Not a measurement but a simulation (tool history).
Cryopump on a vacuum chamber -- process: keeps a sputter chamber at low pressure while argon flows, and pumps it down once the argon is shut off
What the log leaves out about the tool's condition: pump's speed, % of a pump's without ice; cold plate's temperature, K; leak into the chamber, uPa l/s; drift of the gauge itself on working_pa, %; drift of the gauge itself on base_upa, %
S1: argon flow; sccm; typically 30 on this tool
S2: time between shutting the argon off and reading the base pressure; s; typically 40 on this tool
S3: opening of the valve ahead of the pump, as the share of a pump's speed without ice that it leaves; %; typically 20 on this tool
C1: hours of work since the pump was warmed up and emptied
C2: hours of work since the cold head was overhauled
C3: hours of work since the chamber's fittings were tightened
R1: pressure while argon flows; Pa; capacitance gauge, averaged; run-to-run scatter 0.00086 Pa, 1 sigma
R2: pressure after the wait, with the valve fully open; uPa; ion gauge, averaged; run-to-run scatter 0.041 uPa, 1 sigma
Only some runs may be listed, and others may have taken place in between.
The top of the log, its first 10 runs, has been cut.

| run | day | S1 | S2 | S3 | C1 | C2 | C3 | R1 | R2 |
|---|---|---|---|---|---|---|---|---|---|
| 11 | 5.362 | 25 | 40 | 20 | 602 | 602 | 1077 | 0.1534 | 3.43 |
| 12 | 5.971 | 30 | 31 | 20 | 614 | 614 | 1089 | 0.1836 | 4.08 |
| 13 | 6.433 | 30 | 57 | 20 | 623 | 623 | 1098 | 0.1862 | 2.96 |
| 14 | 6.821 | 30 | 62 | 20 | 631 | 631 | 1106 | 0.1839 | 2.76 |
| 15 | 7.446 | 30 | 62 | 20 | 644 | 644 | 1118 | 0.186 | 2.76 |
| 16 | 7.733 | 18 | 62 | 20 | 649 | 649 | 1124 | 0.111 | 2.75 |
| 17 | 8.133 | 15 | 277 | 41 | 657 | 657 | 1132 | 0.0473 | 1.72 |
| 18 | 8.467 | 15 | 277 | 41 | 664 | 664 | 1139 | 0.0477 | 1.7 |
| 19 | 9.108 | 15 | 277 | 41 | 677 | 677 | 1151 | 0.0475 | 1.65 |
| 20 | 9.55 | 15 | 277 | 41 | 686 | 686 | 1160 | 0.0478 | 1.77 |
| 21 | 9.912 | 19 | 24 | 17 | 693 | 693 | 1168 | 0.1378 | 5.13 |
| 22 | 10.512 | 34 | 46 | 20 | 705 | 705 | 1180 | 0.2091 | 3.46 |
| 23 | 11.033 | 53 | 175 | 55 | 715 | 715 | 1190 | 0.1315 | 1.94 |
| 24 | 11.396 | 18 | 66 | 26 | 723 | 723 | 1197 | 0.0877 | 2.87 |
| 25 | 11.846 | 30 | 39 | 22 | 732 | 732 | 1206 | 0.1706 | 3.86 |
| 26 | 12.321 | 50 | 128 | 22 | 741 | 741 | 1216 | 0.2835 | 2.2 |
| 27 | 12.717 | 13 | 40 | 19 | 749 | 749 | 1224 | 0.0846 | 3.69 |
| 28 | 13.079 | 13 | 40 | 19 | 756 | 756 | 1231 | 0.0852 | 3.7 |
| 29 | 13.621 | 30 | 78 | 26 | 767 | 767 | 1242 | 0.1461 | 2.75 |
| 30 | 13.962 | 30 | 78 | 26 | 774 | 774 | 1248 | 0.1476 | 2.69 |

Here are 3 independent what-if runs from the current tool condition. What would each one return?
| A | 14.371 | 52 | 135 | 20 | 782 | 782 | 1257 | ? | ? |
| B | 14.371 | 15 | 40 | 29 | 782 | 782 | 1257 | ? | ? |
| C | 14.371 | 14 | 40 | 20 | 782 | 782 | 1257 | ? | ? |

| run | R1 | R2 |
|---|---|---|
| A | 0.3231 | 2.26 |
| B | 0.0666 | 3.85 |
| C | 0.0872 | 3.72 |
With no hidden state in the tool, these same runs would have given:
| run | R1 | R2 |
|---|---|---|
| A | 0.3032 | 0.85 |
| B | 0.0608 | 2.44 |
| C | 0.0818 | 2.34 |
